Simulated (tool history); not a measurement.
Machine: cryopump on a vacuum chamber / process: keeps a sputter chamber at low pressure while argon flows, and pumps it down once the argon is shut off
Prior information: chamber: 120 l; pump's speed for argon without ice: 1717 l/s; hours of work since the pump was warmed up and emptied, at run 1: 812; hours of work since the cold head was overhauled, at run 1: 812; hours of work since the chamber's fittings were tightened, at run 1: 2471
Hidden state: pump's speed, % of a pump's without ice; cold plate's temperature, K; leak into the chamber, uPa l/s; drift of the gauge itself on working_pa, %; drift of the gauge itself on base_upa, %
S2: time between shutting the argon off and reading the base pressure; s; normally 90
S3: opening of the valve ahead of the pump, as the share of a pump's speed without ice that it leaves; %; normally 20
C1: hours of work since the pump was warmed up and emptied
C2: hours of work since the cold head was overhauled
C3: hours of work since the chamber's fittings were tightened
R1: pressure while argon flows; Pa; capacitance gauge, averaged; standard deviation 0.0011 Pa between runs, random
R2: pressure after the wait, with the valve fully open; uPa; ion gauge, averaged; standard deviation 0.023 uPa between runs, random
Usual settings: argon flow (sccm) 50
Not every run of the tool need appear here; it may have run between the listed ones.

run 1 hour=0.0 | argon_flow_(sccm)=50 S2=90 S3=20 | C1=812 C2=812 C3=2471 | R1=0.2538 R2=1.65
run 2 hour=16.7 | argon_flow_(sccm)=50 S2=90 S3=20 | C1=825 C2=825 C3=2484 | R1=0.2551 R2=1.69
run 3 hour=50.4 | argon_flow_(sccm)=50 S2=90 S3=20 | C1=851 C2=851 C3=2510 | R1=0.2547 R2=1.75
run 4 hour=72.9 | argon_flow_(sccm)=31 S2=90 S3=20 | C1=868 C2=868 C3=2528 | R1=0.1580 R2=1.80
-- hour=79.4 pump warmed up, emptied and cooled again
run 5 hour=101.2 | argon_flow_(sccm)=31 S2=90 S3=20 | C1=17 C2=886 C3=2546 | R1=0.1532 R2=1.56
run 6 hour=129.4 | argon_flow_(sccm)=50 S2=90 S3=20 | C1=39 C2=908 C3=2568 | R1=0.2472 R2=1.59
run 7 hour=159.6 | argon_flow_(sccm)=50 S2=90 S3=20 | C1=62 C2=931 C3=2591 | R1=0.2467 R2=1.53
run 8 hour=185.3 | argon_flow_(sccm)=50 S2=90 S3=20 | C1=82 C2=951 C3=2611 | R1=0.2468 R2=1.60
run 9 hour=211.9 | argon_flow_(sccm)=50 S2=90 S3=20 | C1=103 C2=972 C3=2632 | R1=0.2487 R2=1.61
run 10 hour=237.4 | argon_flow_(sccm)=50 S2=90 S3=20 | C1=122 C2=992 C3=2652 | R1=0.2490 R2=1.54
run 11 hour=262.2 | argon_flow_(sccm)=50 S2=289 S3=20 | C1=142 C2=1011 C3=2671 | R1=0.2492 R2=1.21
run 12 hour=294.7 | argon_flow_(sccm)=79 S2=289 S3=20 | C1=167 C2=1036 C3=2696 | R1=0.3909 R2=1.23
run 13 hour=317.1 | argon_flow_(sccm)=79 S2=289 S3=45 | C1=184 C2=1054 C3=2713 | R1=0.1767 R2=1.22
run 14 hour=334.5 | argon_flow_(sccm)=99 S2=289 S3=45 | C1=198 C2=1067 C3=2727 | R1=0.2205 R2=1.23
run 15 hour=359.6 | argon_flow_(sccm)=38 S2=69 S3=27 | C1=217 C2=1086 C3=2746 | R1=0.1420 R2=1.80
run 16 hour=386.3 | argon_flow_(sccm)=50 S2=39 S3=20 | C1=238 C2=1107 C3=2767 | R1=0.2493 R2=2.42
run 17 hour=414.3 | argon_flow_(sccm)=50 S2=39 S3=20 | C1=260 C2=1129 C3=2789 | R1=0.2494 R2=2.42
run 18 hour=447.5 | argon_flow_(sccm)=25 S2=90 S3=20 | C1=285 C2=1155 C3=2814 | R1=0.1252 R2=1.74
run 19 hour=467.0 | argon_flow_(sccm)=25 S2=90 S3=20 | C1=300 C2=1170 C3=2830 | R1=0.1254 R2=1.74
run 20 hour=499.1 | argon_flow_(sccm)=25 S2=90 S3=20 | C1=325 C2=1195 C3=2854 | R1=0.1243 R2=1.75
run 21 hour=514.9 | argon_flow_(sccm)=25 S2=90 S3=20 | C1=338 C2=1207 C3=2867 | R1=0.1250 R2=1.72
run 22 hour=544.9 | argon_flow_(sccm)=22 S2=90 S3=16 | C1=361 C2=1230 C3=2890 | R1=0.1380 R2=1.74
run 23 hour=569.0 | argon_flow_(sccm)=57 S2=61 S3=30 | C1=380 C2=1249 C3=2909 | R1=0.1918 R2=2.02
run 24 hour=596.5 | argon_flow_(sccm)=26 S2=82 S3=17 | C1=401 C2=1270 C3=2930 | R1=0.1524 R2=1.77
run 25 hour=630.5 | argon_flow_(sccm)=26 S2=82 S3=17 | C1=427 C2=1296 C3=2956 | R1=0.1538 R2=1.83
run 26 hour=651.8 | argon_flow_(sccm)=36 S2=25 S3=59 | C1=444 C2=1313 C3=2973 | R1=0.0641 R2=3.29
run 27 hour=673.1 | argon_flow_(sccm)=36 S2=207 S3=30 | C1=460 C2=1329 C3=2989 | R1=0.1215 R2=1.45
run 28 hour=694.6 | argon_flow_(sccm)=36 S2=207 S3=30 | C1=477 C2=1346 C3=3006 | R1=0.1219 R2=1.48

Here are 5 independent what-if runs from the current tool condition. What would each one return?
run A hour=717.5 | argon_flow_(sccm)=22 S2=32 S3=50 | C1=495 C2=1364 C3=3024 | R1=? R2=?
run B hour=717.5 | argon_flow_(sccm)=28 S2=90 S3=20 | C1=495 C2=1364 C3=3024 | R1=? R2=?
run C hour=717.5 | argon_flow_(sccm)=36 S2=207 S3=28 | C1=495 C2=1364 C3=3024 | R1=? R2=?
run D hour=717.5 | argon_flow_(sccm)=50 S2=179 S3=51 | C1=495 C2=1364 C3=3024 | R1=? R2=?
run E hour=717.5 | argon_flow_(sccm)=27 S2=136 S3=20 | C1=495 C2=1364 C3=3024 | R1=? R2=?

run=A R1=0.0450 R2=2.86
run=B R1=0.1402 R2=1.83
run=C R1=0.1301 R2=1.44
run=D R1=0.1014 R2=1.54
run=E R1=0.1367 R2=1.62
Had the tool no hidden state, the same runs would have come out as:
run=A R1=0.0424 R2=1.82
run=B R1=0.1369 R2=0.80
run=C R1=0.1258 R2=0.43
run=D R1=0.0955 R2=0.48
run=E R1=0.1335 R2=0.58

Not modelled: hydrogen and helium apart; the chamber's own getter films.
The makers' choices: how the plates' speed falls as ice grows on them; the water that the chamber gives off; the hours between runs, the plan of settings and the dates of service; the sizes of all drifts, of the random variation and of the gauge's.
